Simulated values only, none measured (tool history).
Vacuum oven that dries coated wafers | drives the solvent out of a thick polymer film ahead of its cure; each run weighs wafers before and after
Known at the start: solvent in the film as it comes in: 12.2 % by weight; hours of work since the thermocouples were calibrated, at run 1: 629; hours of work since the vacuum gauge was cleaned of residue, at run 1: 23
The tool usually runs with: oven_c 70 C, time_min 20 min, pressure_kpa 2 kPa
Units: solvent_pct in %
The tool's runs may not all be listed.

run,hour,oven_c,time_min,pressure_kpa,hours of work since the thermocouples were calibrated,hours of work since the vacuum gauge was cleaned of residue,solvent_pct
1,0,70,20,2,629,23,3.21
2,9.2,69,20,2,636,30,3.55
3,18.1,70,20,2,643,37,3.32
4,24.9,70,20,2.74,648,42,3.51
5,31.4,70,20,2.74,653,47,3.55
6,47.2,70,19,2,665,60,3.33
7,55.6,70,19,2,672,66,3.43
8,66.6,70,19,2,680,75,3.36
9,73.3,70,16,2,686,80,3.84
10,87.6,70,16,2,697,91,4
11,97,70,16,2,704,98,3.93
12,105.8,70,16,2,711,105,3.94
13,115.1,70,20,2,718,112,3.35
14,127.7,70,20,2,728,122,3.32
15,136.6,70,20,2,735,129,3.25
16,150,70,20,1.04,745,139,2.93
17,164.5,70,20,1.04,756,150,2.9
18,179.8,74,19,5.45,768,162,3.73
19,186.9,74,19,5.45,774,168,3.75
20,198,57,18,2.17,782,176,7.67
21,205.8,57,18,2.17,788,183,7.49
22,221,57,18,2.17,800,194,7.61
23,230.4,79,26,1.91,807,202,0.93
24,244.3,79,21,3.82,818,212,1.89
25,260.2,78,21,3.82,830,225,2.01
26,270,78,29,2.16,838,232,1.08
27,280.7,84,29,1.05,846,240,0.35
28,288.1,70,16,1.34,852,246,3.81
29,298.9,70,15,1.5,860,255,4.12
30,310.7,81,20,2.39,869,264,1.22
31,322.5,78,23,1.52,879,273,1.04
32,334.5,78,23,1.52,888,282,0.93

Expected results for the next run?
33,348.3,73,16,2,899,293,?

Logged for run 33: solvent_pct 3.18 %.
Minus the tool's unlogged condition, the same run would have read solvent_pct 2.63 %.
